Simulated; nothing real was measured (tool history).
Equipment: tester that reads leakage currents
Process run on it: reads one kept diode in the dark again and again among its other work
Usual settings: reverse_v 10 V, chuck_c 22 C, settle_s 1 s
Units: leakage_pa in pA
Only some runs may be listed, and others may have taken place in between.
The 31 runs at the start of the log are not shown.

run	day	reverse_v	chuck_c	settle_s	leakage_pa
32	60.542	10	21	0.78	144.98
33	61.625	10	39	1	483.58
34	64.038	10	39	1	480.68
35	66.621	10	39	1	476.76
36	67.742	1.5	35	5.49	193.1
37	69.5	14.4	35	5.49	412.74
38	70.712	1.2	37	0.53	205.05
39	72.442	4.7	22	1.56	114.45
40	74.162	2.1	56	1.72	806.86
41	76.338	19.6	23	0.63	213.29

Predict each of these 3 candidate next runs independently; none follows another, all start after run 41:
A	78.596	18.7	39	1.58	?
B	78.596	16.7	51	0.38	?
C	78.596	10	22	1.47	?

run	leakage_pa
A	579.66
B	1199.59
C	148.69
Without the tool's unlogged condition, the same runs would have read:
run	leakage_pa
A	620.8
B	1291.46
C	157.02
